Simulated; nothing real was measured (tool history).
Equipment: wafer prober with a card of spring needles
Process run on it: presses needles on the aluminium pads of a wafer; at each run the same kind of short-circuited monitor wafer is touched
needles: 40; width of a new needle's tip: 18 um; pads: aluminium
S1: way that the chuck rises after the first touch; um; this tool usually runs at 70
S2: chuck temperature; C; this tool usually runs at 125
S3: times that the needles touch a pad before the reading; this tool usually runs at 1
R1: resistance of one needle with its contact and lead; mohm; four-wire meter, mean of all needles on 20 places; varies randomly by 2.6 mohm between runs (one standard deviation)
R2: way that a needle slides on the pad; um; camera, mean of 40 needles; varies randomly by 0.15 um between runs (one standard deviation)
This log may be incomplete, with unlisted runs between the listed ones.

run,day,S1,S2,S3,R1,R2
1,0,70,125,1,306,14.43
# day 0.292: tips cleaned on abrasive film
2,0.521,70,125,1,380,14.61
# day 0.612: tips cleaned on abrasive film
# day 0.933: tips cleaned on abrasive film
3,0.967,81,125,1,308,17.02
# day 1.254: tips cleaned on abrasive film
4,1.329,81,125,1,313,16.79
# day 1.567: tips cleaned on abrasive film
5,1.729,81,125,1,323,16.95
# day 1.862: tips cleaned on abrasive film
6,2.033,81,125,1,327,16.92
# day 2.162: tips cleaned on abrasive film
7,2.421,81,125,1,330,16.99
# day 2.458: tips cleaned on abrasive film
# day 2.779: tips cleaned on abrasive film
8,2.779,81,125,1,308,16.73
# day 3.083: tips cleaned on abrasive film
9,3.292,81,125,1,333,16.77
# day 3.379: tips cleaned on abrasive film
# day 3.525: tips cleaned on abrasive film, once more
# day 3.829: tips cleaned on abrasive film
10,3.838,70,125,3,307,14.14
# day 4.133: tips cleaned on abrasive film
11,4.383,70,125,3,322,14.42
# day 4.462: tips cleaned on abrasive film
12,4.662,70,125,3,320,14.56
# day 4.767: tips cleaned on abrasive film
# day 5.062: tips cleaned on abrasive film
13,5.104,70,32,1,292,14.41
# day 5.362: tips cleaned on abrasive film
# day 5.671: tips cleaned on abrasive film
14,5.671,70,32,1,279,14.14
# day 5.971: tips cleaned on abrasive film
15,6.079,70,46,1,312,13.82
# day 6.283: tips cleaned on abrasive film
16,6.367,70,46,1,303,14.09
# day 6.592: tips cleaned on abrasive film
17,6.817,53,80,2,345,10.48
# day 6.888: tips cleaned on abrasive film
# day 7.196: tips cleaned on abrasive film
18,7.262,53,80,2,314,10.34
# day 7.496: tips cleaned on abrasive film
19,7.588,55,80,2,324,10.8
# day 7.8: tips cleaned on abrasive film
20,8.017,70,28,1,323,14.17
# day 8.117: tips cleaned on abrasive film
21,8.271,54,28,1,347,10.68
# day 8.417: tips cleaned on abrasive film
# day 8.708: tips cleaned on abrasive film
22,8.758,77,125,3,311,15.4
# day 9.038: tips cleaned on abrasive film
23,9.079,59,125,1,333,11.68
# day 9.338: tips cleaned on abrasive film
24,9.425,59,125,1,343,11.7
# day 9.638: tips cleaned on abrasive film
25,9.904,59,86,3,325,11.75
# day 9.954: tips cleaned on abrasive film
# day 10.279: tips cleaned on abrasive film
26,10.404,54,125,1,367,10.59
# day 10.604: tips cleaned on abrasive film
27,10.879,65,102,2,336,12.59
# day 10.925: tips cleaned on abrasive film
28,11.171,65,27,2,321,12.51
# day 11.242: tips cleaned on abrasive film
29,11.462,65,27,2,315,12.92
# day 11.567: tips cleaned on abrasive film
# day 11.858: tips cleaned on abrasive film
30,11.942,65,27,2,298,12.97
# day 12.175: tips cleaned on abrasive film
31,12.433,69,106,1,359,13.57
# day 12.475: tips cleaned on abrasive film
# day 12.792: tips cleaned on abrasive film
32,12.946,69,106,1,345,13.22

Hidden state or all else? Some run-to-run changes of R1, split into what the settings, what came in and random variation would give without the hidden state, and what is left for the hidden state (with any gauge scatter that isn't in both results):
What the log doesn't record here: debris on the tips, nm; way that the needles fall short of the set height, um; tips' diameter, um; drift of the gauge itself on contact_mohm, %; drift of the gauge itself on scrub_um, %.
Run 1 -> 2: tips cleaned on abrasive film. R1 +74 mohm: hidden state +66, all else +8.
Run 2 -> 3: S1 70 -> 81, tips cleaned on abrasive film, tips cleaned on abrasive film. R1 -72 mohm: hidden state -68, all else -4.
Run 21 -> 22: S1 54 -> 77, S2 28 -> 125, S3 1 -> 3, tips cleaned on abrasive film, tips cleaned on abrasive film. R1 -36 mohm: hidden state -60, all else +24.
Run 30 -> 31: S1 65 -> 69, S2 27 -> 106, S3 2 -> 1, tips cleaned on abrasive film. R1 +61 mohm: hidden state +36, all else +25.
